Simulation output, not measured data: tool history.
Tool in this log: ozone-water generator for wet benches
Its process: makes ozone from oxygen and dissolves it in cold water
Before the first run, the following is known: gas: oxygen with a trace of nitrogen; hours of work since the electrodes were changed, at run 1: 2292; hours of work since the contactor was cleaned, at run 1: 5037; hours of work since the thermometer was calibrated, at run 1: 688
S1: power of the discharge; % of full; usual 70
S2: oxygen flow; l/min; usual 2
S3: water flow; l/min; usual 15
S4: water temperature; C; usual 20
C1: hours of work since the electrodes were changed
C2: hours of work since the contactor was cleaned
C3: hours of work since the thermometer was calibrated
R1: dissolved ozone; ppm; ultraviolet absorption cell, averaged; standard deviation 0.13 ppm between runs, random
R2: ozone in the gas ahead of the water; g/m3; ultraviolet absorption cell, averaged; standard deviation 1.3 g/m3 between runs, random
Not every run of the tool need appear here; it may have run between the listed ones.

{"run": 1, "hour": 0.0, "S1": 70, "S2": 2, "S3": 15, "S4": 20, "C1": 2292, "C2": 5037, "C3": 688, "R1": 14, "R2": 231.9}
{"run": 2, "hour": 37.9, "S1": 70, "S2": 2, "S3": 10, "S4": 20, "C1": 2325, "C2": 5070, "C3": 721, "R1": 20.4, "R2": 232.6}
{"run": 3, "hour": 99.5, "S1": 70, "S2": 2, "S3": 10, "S4": 20, "C1": 2378, "C2": 5124, "C3": 774, "R1": 20.4, "R2": 231.5}
{"run": 4, "hour": 178.6, "S1": 70, "S2": 2, "S3": 15, "S4": 13, "C1": 2447, "C2": 5192, "C3": 843, "R1": 14.7, "R2": 229.6}
{"run": 5, "hour": 259.4, "S1": 70, "S2": 2, "S3": 15, "S4": 13, "C1": 2517, "C2": 5262, "C3": 913, "R1": 14.6, "R2": 232.3}
{"run": 6, "hour": 319.4, "S1": 70, "S2": 2, "S3": 15, "S4": 13, "C1": 2569, "C2": 5314, "C3": 965, "R1": 14.7, "R2": 229.9}
{"run": 7, "hour": 398.9, "S1": 70, "S2": 2, "S3": 15, "S4": 16, "C1": 2638, "C2": 5383, "C3": 1034, "R1": 14.2, "R2": 231.1}
{"run": 8, "hour": 478.5, "S1": 70, "S2": 2, "S3": 15, "S4": 20, "C1": 2707, "C2": 5452, "C3": 1103, "R1": 13.7, "R2": 229.2}
{"run": 9, "hour": 544.7, "S1": 70, "S2": 2, "S3": 15, "S4": 20, "C1": 2765, "C2": 5510, "C3": 1160, "R1": 13.7, "R2": 229.1}
{"run": 10, "hour": 582.1, "S1": 70, "S2": 1.9, "S3": 15, "S4": 20, "C1": 2797, "C2": 5542, "C3": 1193, "R1": 13.6, "R2": 234.7}
{"run": 11, "hour": 654.9, "S1": 74, "S2": 2, "S3": 15, "S4": 20, "C1": 2860, "C2": 5605, "C3": 1256, "R1": 14.2, "R2": 239.7}
{"run": 12, "hour": 730.3, "S1": 74, "S2": 2, "S3": 15, "S4": 20, "C1": 2925, "C2": 5671, "C3": 1321, "R1": 14.3, "R2": 239.6}
{"run": 13, "hour": 789.0, "S1": 70, "S2": 2, "S3": 15, "S4": 20, "C1": 2976, "C2": 5722, "C3": 1372, "R1": 13.8, "R2": 231.1}
{"run": 14, "hour": 854.6, "S1": 70, "S2": 2, "S3": 15, "S4": 20, "C1": 3033, "C2": 5779, "C3": 1429, "R1": 13.9, "R2": 231.3}
{"run": 15, "hour": 932.0, "S1": 70, "S2": 2, "S3": 15, "S4": 20, "C1": 3100, "C2": 5846, "C3": 1496, "R1": 13.7, "R2": 227.9}
{"hour": 937.8, "done": "water thermometer calibrated"}
{"run": 16, "hour": 1012.8, "S1": 70, "S2": 2, "S3": 15, "S4": 15, "C1": 3170, "C2": 5915, "C3": 65, "R1": 14.3, "R2": 228}
{"run": 17, "hour": 1080.5, "S1": 64, "S2": 2, "S3": 15, "S4": 20, "C1": 3229, "C2": 5974, "C3": 124, "R1": 12.8, "R2": 215.5}
{"hour": 1131.9, "done": "water thermometer calibrated, once more"}
{"run": 18, "hour": 1166.6, "S1": 70, "S2": 1.92, "S3": 22, "S4": 20, "C1": 3303, "C2": 6048, "C3": 30, "R1": 8.8, "R2": 233.7}
{"run": 19, "hour": 1209.0, "S1": 66, "S2": 2.32, "S3": 11, "S4": 22, "C1": 3340, "C2": 6085, "C3": 67, "R1": 17.8, "R2": 208.3}
{"run": 20, "hour": 1279.6, "S1": 66, "S2": 2.32, "S3": 11, "S4": 22, "C1": 3401, "C2": 6146, "C3": 128, "R1": 17.5, "R2": 210}
{"hour": 1348.6, "done": "contactor cleaned"}
{"run": 21, "hour": 1348.6, "S1": 72, "S2": 1.58, "S3": 13, "S4": 15, "C1": 3457, "C2": 0, "C3": 185, "R1": 16.2, "R2": 253.5}
{"run": 22, "hour": 1410.7, "S1": 72, "S2": 3.2, "S3": 11, "S4": 18, "C1": 3511, "C2": 54, "C3": 238, "R1": 22.1, "R2": 196.8}
{"run": 23, "hour": 1471.8, "S1": 70, "S2": 1.15, "S3": 18, "S4": 20, "C1": 3564, "C2": 107, "C3": 291, "R1": 9.5, "R2": 283.5}
{"run": 24, "hour": 1520.9, "S1": 70, "S2": 1.15, "S3": 18, "S4": 20, "C1": 3607, "C2": 149, "C3": 334, "R1": 9.6, "R2": 282.7}
{"run": 25, "hour": 1595.0, "S1": 70, "S2": 2, "S3": 17, "S4": 20, "C1": 3671, "C2": 214, "C3": 398, "R1": 12.6, "R2": 230.8}
{"run": 26, "hour": 1680.6, "S1": 68, "S2": 2, "S3": 17, "S4": 14, "C1": 3745, "C2": 288, "C3": 473, "R1": 13.2, "R2": 225.1}
{"run": 27, "hour": 1715.5, "S1": 46, "S2": 2.07, "S3": 15, "S4": 18, "C1": 3776, "C2": 318, "C3": 503, "R1": 11.2, "R2": 166.1}
{"run": 28, "hour": 1775.7, "S1": 46, "S2": 2.07, "S3": 15, "S4": 18, "C1": 3828, "C2": 371, "C3": 555, "R1": 10.9, "R2": 167.5}
{"run": 29, "hour": 1827.1, "S1": 70, "S2": 2.68, "S3": 15, "S4": 17, "C1": 3872, "C2": 415, "C3": 600, "R1": 16.5, "R2": 204.3}
{"run": 30, "hour": 1888.4, "S1": 70, "S2": 2.68, "S3": 15, "S4": 17, "C1": 3926, "C2": 468, "C3": 653, "R1": 16.2, "R2": 203.8}
{"run": 31, "hour": 1929.1, "S1": 70, "S2": 2, "S3": 18, "S4": 26, "C1": 3961, "C2": 504, "C3": 688, "R1": 11.3, "R2": 229}
{"run": 32, "hour": 2014.0, "S1": 70, "S2": 2, "S3": 18, "S4": 26, "C1": 4035, "C2": 577, "C3": 762, "R1": 11.6, "R2": 226.9}

What if the next run were any one of these 5? Each begins from the tool's condition after run 32:
{"run": "A", "hour": 2070.2, "S1": 70, "S2": 2, "S3": 18, "S4": 27, "C1": 4083, "C2": 626, "C3": 810, "R1": "?", "R2": "?"}
{"run": "B", "hour": 2070.2, "S1": 70, "S2": 3.01, "S3": 18, "S4": 17, "C1": 4083, "C2": 626, "C3": 810, "R1": "?", "R2": "?"}
{"run": "C", "hour": 2070.2, "S1": 64, "S2": 1.42, "S3": 18, "S4": 26, "C1": 4083, "C2": 626, "C3": 810, "R1": "?", "R2": "?"}
{"run": "D", "hour": 2070.2, "S1": 43, "S2": 1.92, "S3": 18, "S4": 26, "C1": 4083, "C2": 626, "C3": 810, "R1": "?", "R2": "?"}
{"run": "E", "hour": 2070.2, "S1": 70, "S2": 2, "S3": 19, "S4": 15, "C1": 4083, "C2": 626, "C3": 810, "R1": "?", "R2": "?"}

run=A R1=11.1 R2=227.7
run=B R1=14 R2=196.6
run=C R1=9.3 R2=243.1
run=D R1=7.6 R2=163.4
run=E R1=11.6 R2=229.3
What these runs would have given with no unlogged condition in the tool:
run=A R1=11.6 R2=236.1
run=B R1=14.6 R2=203.9
run=C R1=9.7 R2=251.4
run=D R1=7.9 R2=167.4
run=E R1=12.1 R2=237.8
